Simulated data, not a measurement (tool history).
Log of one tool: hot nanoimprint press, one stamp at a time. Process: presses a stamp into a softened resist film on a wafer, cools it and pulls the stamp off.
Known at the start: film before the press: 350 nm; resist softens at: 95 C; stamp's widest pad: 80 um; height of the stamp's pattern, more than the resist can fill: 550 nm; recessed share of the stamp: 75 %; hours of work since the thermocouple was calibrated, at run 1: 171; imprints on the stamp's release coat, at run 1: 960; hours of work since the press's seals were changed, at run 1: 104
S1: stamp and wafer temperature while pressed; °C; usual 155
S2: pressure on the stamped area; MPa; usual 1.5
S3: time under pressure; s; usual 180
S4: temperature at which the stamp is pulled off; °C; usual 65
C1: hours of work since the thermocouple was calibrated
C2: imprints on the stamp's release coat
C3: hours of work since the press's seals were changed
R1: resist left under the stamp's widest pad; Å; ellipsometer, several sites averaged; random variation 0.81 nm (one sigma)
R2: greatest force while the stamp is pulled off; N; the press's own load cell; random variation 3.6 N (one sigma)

Run 1, hour 0: usual settings; C1 171; C2 960; C3 104. Result: R1 1497 Å, R2 188 N.
Run 2, hour 6.4: usual settings but S3 120 s; C1 174; C2 980; C3 107. Result: R1 1753 Å, R2 190 N.
Run 3, hour 16.2: usual settings but S3 120 s; C1 178; C2 1010; C3 111. Result: R1 1750 Å, R2 191 N.
Run 4, hour 26: usual settings but S4 71 °C; C1 182; C2 1041; C3 115. Result: R1 1487 Å, R2 154 N.
Run 5, hour 37.8: usual settings but S4 71 °C; C1 187; C2 1077; C3 120. Result: R1 1480 Å, R2 158 N.
Run 6, hour 52.7: usual settings but S4 71 °C; C1 193; C2 1123; C3 126. Result: R1 1479 Å, R2 153 N.
Run 7, hour 64.7: usual settings but S4 71 °C; C1 198; C2 1160; C3 131. Result: R1 1486 Å, R2 157 N.
Run 8, hour 75.8: usual settings but S2 1.74 MPa; C1 202; C2 1195; C3 135. Result: R1 1398 Å, R2 198 N.
Run 9, hour 85.8: usual settings; C1 206; C2 1226; C3 139. Result: R1 1483 Å, R2 194 N.
Run 10, hour 95.7: usual settings; C1 210; C2 1256; C3 143. Result: R1 1485 Å, R2 195 N.
Run 11, hour 109.5: usual settings; C1 216; C2 1299; C3 149. Result: R1 1472 Å, R2 189 N.
Run 12, hour 120.5: usual settings; C1 221; C2 1333; C3 153. Result: R1 1489 Å, R2 199 N.
Run 13, hour 128.4: usual settings; C1 224; C2 1358; C3 157. Result: R1 1492 Å, R2 198 N.
Run 14, hour 142.9: usual settings; C1 230; C2 1402; C3 163. Result: R1 1478 Å, R2 197 N.
Run 15, hour 156.2: usual settings but S1 165 °C; C1 235; C2 1443; C3 168. Result: R1 1045 Å, R2 191 N.
Run 16, hour 168.6: usual settings but S1 159 °C, S2 2.39 MPa; C1 240; C2 1482; C3 173. Result: R1 1046 Å, R2 195 N.
Run 17, hour 182.8: usual settings but S1 146 °C, S2 1.31 MPa, S3 205 s, S4 64 °C; C1 246; C2 1526; C3 179. Result: R1 2039 Å, R2 200 N.
Run 18, hour 195.9: usual settings but S1 164 °C, S2 1.33 MPa, S3 96 s; C1 252; C2 1566; C3 184. Result: R1 1483 Å, R2 199 N.
Run 19, hour 210.8: usual settings but S1 164 °C, S2 1.33 MPa, S3 96 s; C1 258; C2 1612; C3 191. Result: R1 1480 Å, R2 204 N.
Run 20, hour 221.1: usual settings but S1 159 °C, S2 1.1 MPa, S3 107 s; C1 262; C2 1644; C3 195. Result: R1 1787 Å, R2 194 N.
Run 21, hour 230.3: usual settings but S3 100 s, S4 57 °C; C1 266; C2 1673; C3 199. Result: R1 1849 Å, R2 241 N.
Run 22, hour 239.9: usual settings but S3 355 s, S4 51 °C; C1 270; C2 1702; C3 202. Result: R1 1104 Å, R2 293 N.
Run 23, hour 247: usual settings but S3 355 s, S4 51 °C; C1 273; C2 1724; C3 205. Result: R1 1089 Å, R2 282 N.

5 ways to go on from here, each from the tool as it stands after run 23. What would each give?
Run A, hour 261: usual settings but S1 158 °C, S2 1.16 MPa, S3 355 s, S4 51 °C; C1 278; C2 1767; C3 211. Result: R1 ?, R2 ?.
Run B, hour 261: usual settings but S1 160 °C, S3 93 s, S4 56 °C; C1 278; C2 1767; C3 211. Result: R1 ?, R2 ?.
Run C, hour 261: usual settings but S1 146 °C, S2 1.4 MPa; C1 278; C2 1767; C3 211. Result: R1 ?, R2 ?.
Run D, hour 261: usual settings but S1 157 °C, S4 62 °C; C1 278; C2 1767; C3 211. Result: R1 ?, R2 ?.
Run E, hour 261: usual settings but S1 154 °C, S2 1.07 MPa, S4 54 °C; C1 278; C2 1767; C3 211. Result: R1 ?, R2 ?.

run    R1   R2
  A  1108  294
  B  1601  259
  C  2074  203
  D  1385  223
  E  1747  275
Without the tool's hidden state the same runs would have given:
run    R1   R2
  A  1150  252
  B  1652  222
  C  2141  175
  D  1434  192
  E  1806  236

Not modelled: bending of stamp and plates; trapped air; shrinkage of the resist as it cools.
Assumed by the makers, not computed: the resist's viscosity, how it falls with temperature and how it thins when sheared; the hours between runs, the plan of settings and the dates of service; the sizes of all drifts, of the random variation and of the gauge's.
